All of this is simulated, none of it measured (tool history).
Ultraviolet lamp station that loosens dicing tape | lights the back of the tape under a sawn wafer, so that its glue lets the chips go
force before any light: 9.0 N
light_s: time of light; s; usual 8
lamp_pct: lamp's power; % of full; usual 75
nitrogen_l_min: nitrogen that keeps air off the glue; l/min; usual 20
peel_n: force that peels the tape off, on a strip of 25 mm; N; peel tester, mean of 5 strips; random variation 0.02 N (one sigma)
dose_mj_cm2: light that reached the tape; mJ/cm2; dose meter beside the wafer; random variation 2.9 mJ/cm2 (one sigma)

run,day,light_s,lamp_pct,nitrogen_l_min,peel_n,dose_mj_cm2
1,0,8,75,20,1.488,321
2,0.5,8,75,20,1.525,313
3,1.004,8,75,20,1.472,321
4,1.267,8,75,20,1.486,319
5,1.592,8,75,20,1.483,313
# day 2.038: window cleaned of glue's vapour
6,2.038,8,75,20,1.108,370
7,2.483,8,75,20,1.161,365
8,2.692,7,75,20,1.441,326
9,2.967,8,75,7,2.156,371
10,3.312,4,72,23,3.033,180
11,3.525,4,72,23,2.971,176
12,3.742,4,72,23,3.034,175
13,4.054,4,72,23,2.996,173
14,4.417,4,72,23,3.076,172
15,4.908,8,96,20,0.74,462
16,5.212,12,72,9,1.054,514

Some steps in peel_n between neighbouring runs. How much of each would the tool show without its hidden state too (settings, what came in, random variation), and how much is left for the hidden state, with any gauge scatter that isn't in both results?
The hidden state here: lamp's light, % of a new lamp's; light that the window lets through, % of a clean one's; drift of the gauge itself on peel_n, %; drift of the gauge itself on dose_mj_cm2, %.
Run 5 -> 6: window cleaned of glue's vapour. peel_n -0.375 N: hidden state -0.358, all else -0.017.
Run 14 -> 15: light_s 4 -> 8, lamp_pct 72 -> 96, nitrogen_l_min 23 -> 20. peel_n -2.336 N: hidden state -0.211, all else -2.125.

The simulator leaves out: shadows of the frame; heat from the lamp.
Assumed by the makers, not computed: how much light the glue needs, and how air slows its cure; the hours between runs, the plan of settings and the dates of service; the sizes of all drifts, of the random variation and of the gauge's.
